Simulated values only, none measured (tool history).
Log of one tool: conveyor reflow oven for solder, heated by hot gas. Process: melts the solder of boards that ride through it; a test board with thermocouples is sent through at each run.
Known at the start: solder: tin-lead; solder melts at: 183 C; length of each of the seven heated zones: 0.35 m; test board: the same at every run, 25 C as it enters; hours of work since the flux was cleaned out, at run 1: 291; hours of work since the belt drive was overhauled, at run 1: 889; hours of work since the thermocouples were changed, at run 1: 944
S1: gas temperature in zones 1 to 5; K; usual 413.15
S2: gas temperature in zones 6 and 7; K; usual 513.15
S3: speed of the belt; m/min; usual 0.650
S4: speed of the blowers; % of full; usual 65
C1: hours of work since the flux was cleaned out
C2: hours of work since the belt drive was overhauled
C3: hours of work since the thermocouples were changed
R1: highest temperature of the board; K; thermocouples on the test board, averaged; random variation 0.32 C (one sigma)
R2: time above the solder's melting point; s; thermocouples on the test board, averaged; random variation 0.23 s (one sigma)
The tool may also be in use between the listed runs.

run 1 hour=0.0 | S1=413.15 S2=513.15 S3=0.650 S4=65 | C1=291 C2=889 C3=944 | R1=497.35 R2=54.3
run 2 hour=52.2 | S1=413.15 S2=513.15 S3=0.650 S4=65 | C1=330 C2=928 C3=983 | R1=497.65 R2=54.5
run 3 hour=89.0 | S1=413.15 S2=513.15 S3=0.650 S4=65 | C1=357 C2=955 C3=1010 | R1=497.45 R2=54.5
run 4 hour=125.5 | S1=413.15 S2=513.15 S3=0.650 S4=65 | C1=384 C2=982 C3=1038 | R1=497.15 R2=54.1
run 5 hour=166.8 | S1=413.15 S2=513.15 S3=0.650 S4=65 | C1=415 C2=1013 C3=1068 | R1=497.65 R2=54.2
run 6 hour=209.4 | S1=413.15 S2=513.15 S3=0.650 S4=65 | C1=447 C2=1045 C3=1100 | R1=497.25 R2=53.9
-- hour=257.3 flux residue cleaned out of gas plates and filters
run 7 hour=269.2 | S1=413.15 S2=513.15 S3=0.650 S4=65 | C1=9 C2=1086 C3=1141 | R1=495.35 R2=53.2
run 8 hour=296.9 | S1=413.15 S2=510.15 S3=0.559 S4=65 | C1=30 C2=1106 C3=1162 | R1=497.75 R2=64.2
run 9 hour=339.4 | S1=409.15 S2=510.15 S3=0.677 S4=65 | C1=61 C2=1138 C3=1193 | R1=489.65 R2=46.0
-- hour=359.0 flux residue cleaned out of gas plates and filters, once more
run 10 hour=393.4 | S1=408.15 S2=514.15 S3=0.700 S4=66 | C1=26 C2=1175 C3=1230 | R1=498.65 R2=49.8
run 11 hour=424.7 | S1=419.15 S2=520.15 S3=0.686 S4=64 | C1=49 C2=1198 C3=1253 | R1=506.35 R2=57.7
run 12 hour=449.1 | S1=411.15 S2=525.15 S3=0.687 S4=79 | C1=67 C2=1216 C3=1272 | R1=512.65 R2=57.7
run 13 hour=495.0 | S1=411.15 S2=525.15 S3=0.687 S4=79 | C1=101 C2=1250 C3=1306 | R1=512.55 R2=57.9

The same runs without the tool's hidden state, with the same run-to-run variation:
The hidden state here: heat that the gas passes to the board, % of a clean oven's; belt's true speed, % of the reading; true gas temperature in zones 6 and 7 over the reading, C; drift of the gauge itself on peak_c, C; drift of the gauge itself on liquid_s, %.
run=1 R1=496.25 R2=52.6
run=2 R1=496.85 R2=52.9
run=3 R1=496.65 R2=53.0
run=4 R1=496.55 R2=52.6
run=5 R1=497.15 R2=52.8
run=6 R1=496.95 R2=52.6
run=7 R1=496.65 R2=52.9
run=8 R1=498.15 R2=63.2
run=9 R1=491.55 R2=46.6
run=10 R1=494.45 R2=45.9
run=11 R1=502.25 R2=54.1
run=12 R1=508.65 R2=54.4
run=13 R1=508.75 R2=54.6
